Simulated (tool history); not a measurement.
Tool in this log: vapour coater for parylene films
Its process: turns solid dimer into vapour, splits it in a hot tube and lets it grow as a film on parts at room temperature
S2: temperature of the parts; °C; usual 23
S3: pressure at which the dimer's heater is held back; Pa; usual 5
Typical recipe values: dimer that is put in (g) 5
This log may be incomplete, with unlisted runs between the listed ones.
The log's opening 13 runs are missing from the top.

Run 14, hour 407.9: usual settings. Result: thickness of the film (µm) 1.66.
Run 15, hour 451.8: usual settings. Result: thickness of the film (µm) 1.62.
Run 16, hour 472.9: usual settings. Result: thickness of the film (µm) 1.64.
At hour 522.2: trap's valve overhauled, once more.
Run 17, hour 525.2: usual settings. Result: thickness of the film (µm) 2.27.
Run 18, hour 565.4: usual settings but dimer that is put in (g) 6, S2 27 °C, S3 2.97 Pa. Result: thickness of the film (µm) 2.48.
Run 19, hour 604.5: usual settings but S2 17 °C. Result: thickness of the film (µm) 2.79.
Run 20, hour 653.9: usual settings but S2 22 °C. Result: thickness of the film (µm) 2.28.
Run 21, hour 679.1: usual settings but S2 22 °C. Result: thickness of the film (µm) 2.29.
Run 22, hour 714.2: usual settings but dimer that is put in (g) 3, S2 22 °C. Result: thickness of the film (µm) 1.33.
Run 23, hour 745.3: usual settings but dimer that is put in (g) 4, S3 4.88 Pa. Result: thickness of the film (µm) 1.78.
Run 24, hour 765.9: usual settings but dimer that is put in (g) 4, S3 4.88 Pa. Result: thickness of the film (µm) 1.72.
Run 25, hour 800.2: usual settings but dimer that is put in (g) 4, S3 4.88 Pa. Result: thickness of the film (µm) 1.69.
Run 26, hour 839: usual settings but dimer that is put in (g) 2, S2 32 °C, S3 5.81 Pa. Result: thickness of the film (µm) 0.56.
Run 27, hour 883.3: usual settings but dimer that is put in (g) 2, S2 25 °C, S3 11.63 Pa. Result: thickness of the film (µm) 0.69.
Run 28, hour 906.3: usual settings but dimer that is put in (g) 2, S2 34 °C, S3 8.49 Pa. Result: thickness of the film (µm) 0.49.
Run 29, hour 945.6: usual settings but dimer that is put in (g) 6, S2 28 °C. Result: thickness of the film (µm) 2.01.
Run 30, hour 978.6: usual settings but S2 18 °C, S3 2.68 Pa. Result: thickness of the film (µm) 2.7.
Run 31, hour 1004.6: usual settings but S2 18 °C, S3 4.76 Pa. Result: thickness of the film (µm) 2.42.
Run 32, hour 1031.6: usual settings but S2 18 °C, S3 4.76 Pa. Result: thickness of the film (µm) 2.45.
At hour 1053.1: trap's valve overhauled.
Run 33, hour 1084.2: usual settings but S2 18 °C, S3 3.54 Pa. Result: thickness of the film (µm) 2.89.

What if the next run were any one of these 3? Each begins from the tool's condition after run 33:
Run A, hour 1109.2: usual settings but S2 18 °C, S3 3.99 Pa. Result: thickness of the film (µm) ?.
Run B, hour 1109.2: usual settings but S2 29 °C, S3 3.54 Pa. Result: thickness of the film (µm) ?.
Run C, hour 1109.2: usual settings but dimer that is put in (g) 4, S2 16 °C. Result: thickness of the film (µm) ?.

run  thickness of the film (µm)
  A                        2.88
  B                        1.83
  C                        2.41
Stripped of hidden state, with their random variation kept, the same runs would have yielded:
run  thickness of the film (µm)
  A                         2.9
  B                        1.84
  C                        2.42
